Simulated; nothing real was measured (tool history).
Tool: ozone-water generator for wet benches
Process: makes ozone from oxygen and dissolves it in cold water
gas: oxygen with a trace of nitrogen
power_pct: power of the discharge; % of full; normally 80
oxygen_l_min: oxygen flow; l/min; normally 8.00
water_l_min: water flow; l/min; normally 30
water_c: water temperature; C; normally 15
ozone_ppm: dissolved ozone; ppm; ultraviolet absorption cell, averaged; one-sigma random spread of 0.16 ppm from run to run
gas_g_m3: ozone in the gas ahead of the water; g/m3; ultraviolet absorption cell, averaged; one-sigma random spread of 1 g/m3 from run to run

run,hour,power_pct,oxygen_l_min,water_l_min,water_c,ozone_ppm,gas_g_m3
1,0.0,80,8.00,30,15,19.1,176.7
2,14.6,80,8.00,30,9,20.9,174.8
3,34.1,80,8.00,30,9,20.8,175.7
4,62.8,80,8.00,30,15,19.4,176.5
5,76.8,80,8.00,30,15,19.3,175.8
# hour 82.9: contactor cleaned
6,106.9,80,8.00,47,15,11.8,175.6
7,123.4,80,8.00,30,17,18.5,175.8
8,152.9,80,12.96,30,17,18.6,135.7
9,176.1,41,12.32,30,10,14.4,96.9
10,206.4,44,6.68,27,23,13.8,139.3
# hour 237.5: contactor cleaned, once more
11,238.5,44,6.68,27,23,14.1,139.0
12,270.0,43,8.00,30,12,14.5,124.4
13,298.4,84,10.16,20,13,28.6,158.0
14,315.5,84,10.16,20,13,28.6,157.8
15,330.9,84,4.04,20,15,27.6,252.7
16,358.5,80,5.90,30,11,20.0,205.0

Results per run with the tool's hidden condition removed, run-to-run variation unchanged:
Hidden state present: yield of the discharge, % of new electrodes'; contactor's efficiency, % of a clean one's; true water temperature over the reading, C; drift of the gauge itself on ozone_ppm, %; drift of the gauge itself on gas_g_m3, %.
run,ozone_ppm,gas_g_m3
1,19.7,178.1
2,21.6,176.3
3,21.5,177.2
4,20.0,178.1
5,20.0,177.5
6,12.4,177.4
7,19.5,177.7
8,19.5,137.2
9,15.1,97.6
10,14.5,140.5
11,14.3,140.3
12,14.7,125.5
13,29.2,160.3
14,29.2,160.0
15,28.1,256.5
16,20.4,208.1

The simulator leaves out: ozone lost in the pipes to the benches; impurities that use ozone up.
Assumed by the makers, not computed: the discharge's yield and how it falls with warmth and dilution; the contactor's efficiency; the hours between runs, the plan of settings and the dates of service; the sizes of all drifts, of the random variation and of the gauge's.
